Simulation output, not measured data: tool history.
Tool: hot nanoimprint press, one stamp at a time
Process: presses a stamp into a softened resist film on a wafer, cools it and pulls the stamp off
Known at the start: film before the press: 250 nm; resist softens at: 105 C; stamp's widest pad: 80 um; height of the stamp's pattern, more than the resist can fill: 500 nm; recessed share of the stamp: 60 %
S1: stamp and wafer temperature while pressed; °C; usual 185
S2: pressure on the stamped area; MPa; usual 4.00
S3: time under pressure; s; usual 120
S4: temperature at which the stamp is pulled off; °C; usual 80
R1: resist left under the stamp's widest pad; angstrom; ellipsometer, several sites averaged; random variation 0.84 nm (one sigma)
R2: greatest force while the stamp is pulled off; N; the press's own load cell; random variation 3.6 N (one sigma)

run,hour,S1,S2,S3,S4,R1,R2
1,0.0,185,4.00,120,80,1433,209
2,15.0,185,4.00,63,80,1698,214
3,47.7,185,4.00,120,80,1433,227
4,78.9,185,4.00,120,80,1444,226
# hour 112.7: stamp cleaned and given a new release coat
5,115.4,185,4.00,120,80,1434,178
6,138.6,185,4.00,220,80,1190,190
7,171.5,185,4.00,220,80,1212,193
8,198.6,185,4.00,220,80,1198,208
9,224.4,192,3.11,170,67,1301,271
10,246.5,194,3.11,170,67,1241,286
11,263.8,192,6.24,120,80,1001,219
12,286.5,174,4.00,69,80,1986,226
13,312.5,185,4.00,114,80,1485,241
# hour 328.4: stamp cleaned and given a new release coat
14,334.1,185,4.00,114,80,1487,184
15,354.1,185,5.55,114,80,1271,191

4 ways to go on from here, each from the tool as it stands after run 15. What would each give?
A,371.2,185,2.49,120,77,?,?
B,371.2,195,5.55,74,69,?,?
C,371.2,185,3.49,65,77,?,?
D,371.2,184,5.58,120,80,?,?

run,R1,R2
A,1787,206
B,1191,245
C,1812,205
D,1271,197
Without the tool's hidden state the same runs would have given:
run,R1,R2
A,1728,186
B,1136,222
C,1751,185
D,1205,177
